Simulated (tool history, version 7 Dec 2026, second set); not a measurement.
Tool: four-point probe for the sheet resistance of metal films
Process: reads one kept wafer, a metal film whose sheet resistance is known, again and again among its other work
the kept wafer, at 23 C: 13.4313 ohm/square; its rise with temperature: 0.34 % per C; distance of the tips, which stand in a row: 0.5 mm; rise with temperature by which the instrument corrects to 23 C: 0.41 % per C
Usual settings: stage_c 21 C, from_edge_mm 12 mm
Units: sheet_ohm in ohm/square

run,hour,stage_c,from_edge_mm,sheet_ohm
1,0,21,12,13.458406
2,19.3,21,3,13.650768
3,41.3,21,26,13.450657
4,64.7,21,12,13.46097
5,84.3,21,12,13.460696
6,103.8,21,30,13.454833
7,117.6,21,30,13.45125
8,146.9,21,5,13.528289
9,164.4,21,5,13.52499
10,182.3,29,5,13.442018
11,210.9,29,5,13.439516
12,239.8,27,5,13.461672
13,262,27,33,13.388932
14,285.9,27,33,13.391466
15,314.5,27,33,13.390535
16,341.8,27,33,13.394711
17,355.7,27,33,13.389217
18,377,32,10,13.356766
19,401.8,32,10,13.355631
20,416.1,21,13,13.463131
21,437.9,23,4,13.54201
22,468.3,23,4,13.537835
23,493.4,23,4,13.545749
24,506.4,23,4,13.547313
25,532.9,23,4,13.544023
26,559,21,9,13.475832
27,590.1,24,21,13.419686
28,608,31,5,13.419112
29,635,20,10,13.479583

Forecast each of these 5 alternatives for the next run:
A,659.7,30,54,?
B,659.7,21,3,?
C,659.7,22,6,?
D,659.7,26,34,?
E,659.7,30,61,?

run,sheet_ohm
A,13.362942
B,13.649576
C,13.493342
D,13.404141
E,13.361571
Without the tool's hidden state the same runs would have given:
run,sheet_ohm
A,13.364087
B,13.650726
C,13.494482
D,13.405282
E,13.362716
